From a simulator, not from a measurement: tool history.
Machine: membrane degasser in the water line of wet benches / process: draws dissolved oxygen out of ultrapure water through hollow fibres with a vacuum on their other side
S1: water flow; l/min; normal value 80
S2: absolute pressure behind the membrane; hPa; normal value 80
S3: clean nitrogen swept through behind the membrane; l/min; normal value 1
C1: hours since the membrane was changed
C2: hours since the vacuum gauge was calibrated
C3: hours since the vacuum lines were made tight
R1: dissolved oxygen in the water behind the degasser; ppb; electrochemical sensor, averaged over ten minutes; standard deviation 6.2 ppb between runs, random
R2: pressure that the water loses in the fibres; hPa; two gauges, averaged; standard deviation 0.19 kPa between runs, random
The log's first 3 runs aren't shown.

run   hour  S1    S2    S3   C1    C2    C3     R1     R2
  4  135.8  57    80     1  206  3452  1432  518.9  265.2
  5  177.4  80    80     1  247  3494  1474  649.2  374.8
  6  209.7  80    80     1  280  3526  1506  655.3  371.4
  7  248.9  80    80     1  319  3565  1545  656.5  372.8
  8  275.7  80    80     1  346  3592  1572    650  375.8
     278.8  -- vacuum gauge calibrated
  9  300.3  80    80     1  370    22  1596  678.8    372
 10  346.8  80    80     1  416    68  1642  668.3  374.1
 11  374.3  80    80     1  444    95  1670  673.5  375.8
 12  420.2  80    80     1  490   141  1716  667.1  372.9
 13  447.7  80  48.5     1  517   169  1743  285.2  371.1
 14  485.2  80  48.5     1  555   206  1781  283.8  378.5
 15  527.3  80  48.5     1  597   248  1823    284    372
     581.1  -- vacuum gauge calibrated, once more
 16  584.9  84    80     1  654     4  1880  645.4  394.9
 17  640.6  84    80     1  710    60  1936  638.2  393.6
 18  696.9  55    80  0.56  766   116  1992    693  256.1
 19  735.3  55    80  0.56  804   154  2030  688.5  258.7

Run 20, settings as shown, results not yet in. Your forecast:
 20  766.6  107  146.2   1  836  185  2062   ?   ?

{"run 20": {"R1": 1634, "R2": 501.2}}
On a tool with no hidden condition, and with the same random variation, this run would have come out at R1 1632.2 ppb, R2 498.8 hPa.

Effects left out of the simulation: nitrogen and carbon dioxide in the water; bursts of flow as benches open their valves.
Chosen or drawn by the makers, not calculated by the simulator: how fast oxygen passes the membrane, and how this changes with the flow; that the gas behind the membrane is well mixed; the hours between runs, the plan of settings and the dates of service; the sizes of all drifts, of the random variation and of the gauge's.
